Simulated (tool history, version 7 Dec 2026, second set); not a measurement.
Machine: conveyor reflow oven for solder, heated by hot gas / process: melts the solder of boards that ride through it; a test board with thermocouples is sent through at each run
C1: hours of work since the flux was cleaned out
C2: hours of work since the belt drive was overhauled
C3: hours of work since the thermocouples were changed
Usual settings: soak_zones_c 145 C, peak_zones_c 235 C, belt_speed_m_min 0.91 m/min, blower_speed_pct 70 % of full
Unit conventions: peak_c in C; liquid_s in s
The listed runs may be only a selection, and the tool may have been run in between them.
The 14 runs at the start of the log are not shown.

{"run": 15, "hour": 135.1, "soak_zones_c": 146, "peak_zones_c": 235, "belt_speed_m_min": 0.91, "blower_speed_pct": 70, "C1": 294, "C2": 90, "C3": 442, "peak_c": 215.8, "liquid_s": 40.2}
{"run": 16, "hour": 148.5, "soak_zones_c": 146, "peak_zones_c": 235, "belt_speed_m_min": 0.91, "blower_speed_pct": 70, "C1": 300, "C2": 96, "C3": 448, "peak_c": 215.7, "liquid_s": 40.2}
{"run": 17, "hour": 156.3, "soak_zones_c": 146, "peak_zones_c": 235, "belt_speed_m_min": 0.91, "blower_speed_pct": 70, "C1": 303, "C2": 99, "C3": 451, "peak_c": 215.2, "liquid_s": 40.2}
{"run": 18, "hour": 166.4, "soak_zones_c": 145, "peak_zones_c": 235, "belt_speed_m_min": 0.91, "blower_speed_pct": 71, "C1": 307, "C2": 103, "C3": 455, "peak_c": 215.5, "liquid_s": 40}
{"run": 19, "hour": 173.0, "soak_zones_c": 131, "peak_zones_c": 228, "belt_speed_m_min": 0.91, "blower_speed_pct": 73, "C1": 310, "C2": 106, "C3": 458, "peak_c": 206.9, "liquid_s": 30.9}
{"run": 20, "hour": 182.8, "soak_zones_c": 131, "peak_zones_c": 228, "belt_speed_m_min": 0.91, "blower_speed_pct": 73, "C1": 314, "C2": 111, "C3": 462, "peak_c": 206.8, "liquid_s": 31}
{"run": 21, "hour": 195.4, "soak_zones_c": 131, "peak_zones_c": 228, "belt_speed_m_min": 0.91, "blower_speed_pct": 73, "C1": 320, "C2": 116, "C3": 468, "peak_c": 206.8, "liquid_s": 31.1}
{"run": 22, "hour": 205.3, "soak_zones_c": 139, "peak_zones_c": 235, "belt_speed_m_min": 0.918, "blower_speed_pct": 70, "C1": 324, "C2": 120, "C3": 472, "peak_c": 213.1, "liquid_s": 36.7}
{"run": 23, "hour": 217.7, "soak_zones_c": 132, "peak_zones_c": 229, "belt_speed_m_min": 0.91, "blower_speed_pct": 70, "C1": 330, "C2": 126, "C3": 477, "peak_c": 207.3, "liquid_s": 31}
{"run": 24, "hour": 225.9, "soak_zones_c": 132, "peak_zones_c": 229, "belt_speed_m_min": 0.91, "blower_speed_pct": 70, "C1": 333, "C2": 129, "C3": 481, "peak_c": 207.1, "liquid_s": 31.2}
{"run": 25, "hour": 232.6, "soak_zones_c": 145, "peak_zones_c": 248, "belt_speed_m_min": 0.826, "blower_speed_pct": 70, "C1": 336, "C2": 132, "C3": 484, "peak_c": 229.3, "liquid_s": 51.5}
{"run": 26, "hour": 245.6, "soak_zones_c": 141, "peak_zones_c": 235, "belt_speed_m_min": 0.846, "blower_speed_pct": 86, "C1": 342, "C2": 138, "C3": 490, "peak_c": 219.7, "liquid_s": 45.3}
{"run": 27, "hour": 257.5, "soak_zones_c": 141, "peak_zones_c": 235, "belt_speed_m_min": 0.846, "blower_speed_pct": 86, "C1": 347, "C2": 143, "C3": 495, "peak_c": 219.9, "liquid_s": 45.3}
{"run": 28, "hour": 267.4, "soak_zones_c": 141, "peak_zones_c": 235, "belt_speed_m_min": 0.846, "blower_speed_pct": 86, "C1": 351, "C2": 147, "C3": 499, "peak_c": 219.6, "liquid_s": 45.2}
{"run": 29, "hour": 280.3, "soak_zones_c": 141, "peak_zones_c": 235, "belt_speed_m_min": 0.846, "blower_speed_pct": 86, "C1": 357, "C2": 153, "C3": 505, "peak_c": 220.1, "liquid_s": 45.2}
{"run": 30, "hour": 286.2, "soak_zones_c": 158, "peak_zones_c": 241, "belt_speed_m_min": 0.91, "blower_speed_pct": 70, "C1": 359, "C2": 155, "C3": 507, "peak_c": 222.7, "liquid_s": 47.5}

Each row is a separate what-if for the run after 30, all from the same tool condition, not one after another. Results?
{"run": "A", "hour": 297.2, "soak_zones_c": 145, "peak_zones_c": 235, "belt_speed_m_min": 1.023, "blower_speed_pct": 70, "C1": 364, "C2": 160, "C3": 512, "peak_c": "?", "liquid_s": "?"}
{"run": "B", "hour": 297.2, "soak_zones_c": 136, "peak_zones_c": 241, "belt_speed_m_min": 0.988, "blower_speed_pct": 89, "C1": 364, "C2": 160, "C3": 512, "peak_c": "?", "liquid_s": "?"}
{"run": "C", "hour": 297.2, "soak_zones_c": 138, "peak_zones_c": 241, "belt_speed_m_min": 0.91, "blower_speed_pct": 70, "C1": 364, "C2": 160, "C3": 512, "peak_c": "?", "liquid_s": "?"}
{"run": "D", "hour": 297.2, "soak_zones_c": 138, "peak_zones_c": 227, "belt_speed_m_min": 0.91, "blower_speed_pct": 70, "C1": 364, "C2": 160, "C3": 512, "peak_c": "?", "liquid_s": "?"}

run=A peak_c=210.6 liquid_s=32.1
run=B peak_c=220.3 liquid_s=37.1
run=C peak_c=218 liquid_s=39.5
run=D peak_c=206.5 liquid_s=32
With the hidden condition removed and each run's random variation left untouched, the same runs would have given:
run=A peak_c=214.6 liquid_s=34.7
run=B peak_c=224.9 liquid_s=39.3
run=C peak_c=222 liquid_s=41.8
run=D peak_c=210.2 liquid_s=35.1
